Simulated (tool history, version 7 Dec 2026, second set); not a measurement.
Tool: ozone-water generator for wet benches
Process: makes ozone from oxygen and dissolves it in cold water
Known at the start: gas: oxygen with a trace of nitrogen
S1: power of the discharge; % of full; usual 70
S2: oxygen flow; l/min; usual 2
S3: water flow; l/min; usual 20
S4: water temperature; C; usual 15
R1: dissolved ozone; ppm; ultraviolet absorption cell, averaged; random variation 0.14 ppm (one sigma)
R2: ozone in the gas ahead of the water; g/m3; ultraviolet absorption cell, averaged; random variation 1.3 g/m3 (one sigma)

| run | hour | S1 | S2 | S3 | S4 | R1 | R2 |
|---|---|---|---|---|---|---|---|
| 1 | 0 | 70 | 2 | 20 | 15 | 15.1 | 231 |
| 2 | 60.2 | 70 | 2 | 31 | 15 | 9.8 | 230.1 |
| 3 | 141.3 | 70 | 2 | 20 | 15 | 15.1 | 229.9 |
| 4 | 218.9 | 70 | 2 | 20 | 15 | 15.1 | 227.8 |
| 5 | 263.1 | 70 | 2 | 20 | 15 | 15 | 232.1 |
| 6 | 314 | 70 | 2 | 24 | 15 | 12.4 | 229.7 |
| 7 | 368.5 | 70 | 2 | 20 | 17 | 14.9 | 229 |
| 8 | 413.8 | 70 | 2 | 20 | 17 | 15 | 228.7 |
| 9 | 458.9 | 70 | 1.16 | 20 | 15 | 12.7 | 303 |
|  | 465.8 | water thermometer calibrated |
| 10 | 524.3 | 70 | 1.16 | 20 | 15 | 12.9 | 301.6 |
| 11 | 603.2 | 70 | 1.16 | 20 | 15 | 12.7 | 299.8 |
| 12 | 644.4 | 70 | 2.34 | 20 | 15 | 15.4 | 210.9 |
|  | 687.2 | water thermometer calibrated, once more |
| 13 | 705 | 70 | 2.34 | 20 | 15 | 15.6 | 211.4 |
| 14 | 770.9 | 70 | 2.34 | 20 | 15 | 15.7 | 211.3 |
| 15 | 814.3 | 70 | 2.34 | 20 | 15 | 15.7 | 211.7 |
| 16 | 852.7 | 70 | 1.26 | 20 | 15 | 12.9 | 286.7 |
| 17 | 901.2 | 70 | 1.26 | 20 | 15 | 12.9 | 287.5 |
| 18 | 942.1 | 70 | 1.26 | 20 | 15 | 12.9 | 285.1 |
| 19 | 981.2 | 42 | 1.26 | 20 | 10 | 9.9 | 213.8 |
| 20 | 1036 | 42 | 1.26 | 20 | 10 | 9.7 | 215.9 |
| 21 | 1078.7 | 42 | 1.26 | 20 | 10 | 9.9 | 215.3 |
| 22 | 1158.7 | 42 | 1.26 | 20 | 10 | 10.1 | 215 |
| 23 | 1193.1 | 51 | 1.26 | 20 | 12 | 11 | 239.9 |
| 24 | 1230.1 | 51 | 1.26 | 20 | 12 | 11 | 240.4 |
| 25 | 1272.4 | 97 | 1.26 | 20 | 12 | 15.8 | 344.6 |
| 26 | 1311.9 | 43 | 2.39 | 20 | 15 | 11.6 | 156.5 |
| 27 | 1366 | 79 | 2.39 | 20 | 15 | 16.6 | 222.4 |
| 28 | 1431.9 | 59 | 3.12 | 20 | 15 | 15.1 | 165.2 |
| 29 | 1483.9 | 70 | 2.1 | 20 | 9 | 15.7 | 219.2 |
| 30 | 1537.3 | 70 | 2.1 | 20 | 9 | 15.8 | 222 |
| 31 | 1571.7 | 70 | 2.1 | 20 | 9 | 15.6 | 219 |
| 32 | 1648.9 | 70 | 2.1 | 20 | 9 | 15.7 | 222.2 |
| 33 | 1686.6 | 70 | 2.1 | 20 | 9 | 15.9 | 219.3 |
| 34 | 1731.9 | 70 | 2 | 14 | 15 | 20.3 | 224.6 |

3 ways to go on from here, each from the tool as it stands after run 34. What would each give?
| A | 1782.3 | 70 | 2.92 | 13 | 18 | ? | ? |
| B | 1782.3 | 70 | 2 | 29 | 8 | ? | ? |
| C | 1782.3 | 64 | 3.49 | 24 | 15 | ? | ? |

| run | R1 | R2 |
|---|---|---|
| A | 22.3 | 186.8 |
| B | 10.5 | 225.7 |
| C | 13.4 | 161.8 |
Without the tool's hidden state the same runs would have given:
| run | R1 | R2 |
|---|---|---|
| A | 23.2 | 191.6 |
| B | 11 | 231.4 |
| C | 14 | 165.7 |
